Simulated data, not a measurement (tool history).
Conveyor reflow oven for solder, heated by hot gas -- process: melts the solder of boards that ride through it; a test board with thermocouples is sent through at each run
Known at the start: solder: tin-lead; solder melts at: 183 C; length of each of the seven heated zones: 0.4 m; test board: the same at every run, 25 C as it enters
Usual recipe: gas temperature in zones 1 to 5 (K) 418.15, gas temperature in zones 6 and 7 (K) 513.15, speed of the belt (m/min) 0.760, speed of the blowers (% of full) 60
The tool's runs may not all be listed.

run,hour,gas temperature in zones 1 to 5 (K),gas temperature in zones 6 and 7 (K),speed of the belt (m/min),speed of the blowers (% of full),highest temperature of the board (K),time above the solder's melting point (s)
1,0.0,418.15,513.15,0.760,60,492.75,50.6
2,37.4,418.15,513.15,0.760,60,492.55,50.8
3,94.6,418.15,513.15,0.760,73,494.95,52.3
4,138.2,418.15,513.15,0.760,73,494.45,52.1
5,169.6,418.15,513.15,0.760,60,492.75,50.5
6,202.6,418.15,513.15,0.760,60,492.45,50.2
7,242.9,418.15,528.15,0.760,60,505.05,57.4
# hour 256.5: flux residue cleaned out of gas plates and filters
8,290.0,418.15,510.15,0.760,60,491.05,49.6
9,345.7,428.15,509.15,0.760,86,495.35,56.3
10,410.2,418.15,511.15,0.837,74,490.75,44.9
11,465.4,418.15,511.15,0.837,74,490.65,44.8
12,505.2,418.15,511.15,0.769,64,491.75,49.8
13,555.1,418.15,519.15,0.760,51,495.55,52.4
14,617.5,405.15,513.15,0.731,66,492.75,49.1

Consider 3 possible next runs. They are alternatives, not a sequence: every one starts from the tool as it was left by run 14. What does each give?
A,663.3,418.15,513.15,0.885,60,?,?
B,663.3,409.15,513.15,0.666,56,?,?
C,663.3,405.15,510.15,0.728,78,?,?

run,highest temperature of the board (K),time above the solder's melting point (s)
A,487.25,39.5
B,494.75,56.9
C,491.95,49.5
With no hidden state in the tool, these same runs would have given:
run,highest temperature of the board (K),time above the solder's melting point (s)
A,489.15,40.4
B,496.55,57.5
C,493.95,50.3

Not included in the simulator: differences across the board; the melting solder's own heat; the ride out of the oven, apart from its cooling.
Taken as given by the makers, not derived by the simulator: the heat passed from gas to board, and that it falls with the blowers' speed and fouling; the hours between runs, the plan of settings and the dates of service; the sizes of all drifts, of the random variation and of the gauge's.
